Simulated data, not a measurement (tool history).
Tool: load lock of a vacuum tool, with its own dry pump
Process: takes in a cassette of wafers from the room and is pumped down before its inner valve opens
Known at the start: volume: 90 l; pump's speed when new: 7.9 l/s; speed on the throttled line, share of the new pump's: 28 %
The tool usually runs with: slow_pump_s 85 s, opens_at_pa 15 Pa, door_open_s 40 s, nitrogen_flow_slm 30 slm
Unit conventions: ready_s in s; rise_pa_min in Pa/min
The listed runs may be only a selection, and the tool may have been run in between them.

run	hour	slow_pump_s	opens_at_pa	door_open_s	nitrogen_flow_slm	incoming humidity of the room's air, %	ready_s	rise_pa_min
1	0	85	15	40	30	42	188.1	0.111
2	414.6	85	15	40	30	48.9	186.6	0.12
# hour 466.4: dry pump taken out, an overhauled one fitted
3	922.3	85	15	40	30	46.5	161.4	0.131
4	1382.2	89	15	40	30	46	166.4	0.144
5	1895.8	85	29	40	30	48.1	156.3	0.151
6	2147.9	85	29	40	30	46.1	156.9	0.155
7	2517.1	85	29	40	30	43.2	157.6	0.166
8	2829.9	148	15	40	30	46	210.2	0.171
9	3194.3	85	15	40	30	48	165.5	0.187
10	3544.5	85	15	40	30	44.8	165.5	0.195
11	3977.4	85	15	40	30	45.7	165.4	0.204
# hour 4308: door's seal changed, seat wiped
12	4323.5	85	15	40	30	44.7	165.4	0.023
13	4593.6	85	15	40	30	47.9	166.7	0.023
14	4965.4	102	15	40	30	44.5	179.5	0.028
15	5314.6	102	15	40	30	45.6	180.3	0.026
16	5823.4	102	15	40	30	48.7	178.8	0.035
17	6133.2	85	15	177	30	47.9	168.9	0.058
18	6622.3	85	15	177	30	47	169.5	0.057
19	7013	85	15	40	30	41.5	169.2	0.044
20	7459	45	18	37	30	45	140	0.05
21	7896	85	11	111	30	44.3	176.4	0.071
22	8175.6	85	11	111	30	44.5	174	0.066
23	8472.9	65	13	31	27	43.5	159.8	0.064
24	8892.7	85	15	40	4	45	170.1	0.091
25	9190.7	103	26	40	30	47.3	176.7	0.076
26	9473	103	26	40	30	42.9	177.4	0.083
27	9994.1	103	26	40	30	47.3	178.4	0.093
28	10273.4	47	11	40	30	44.2	150.4	0.088
29	10760.1	47	11	96	30	43.5	153	0.103

What does the tool deliver on the next run?
30	11083.3	68	11	96	30	47.2	?	?

For run 30 the tool returned ready_s 164.9 s, rise_pa_min 0.117 Pa/min.
On a tool with no hidden condition, and with the same random variation, this run would have come out at ready_s 151.3 s, rise_pa_min 0.031 Pa/min.

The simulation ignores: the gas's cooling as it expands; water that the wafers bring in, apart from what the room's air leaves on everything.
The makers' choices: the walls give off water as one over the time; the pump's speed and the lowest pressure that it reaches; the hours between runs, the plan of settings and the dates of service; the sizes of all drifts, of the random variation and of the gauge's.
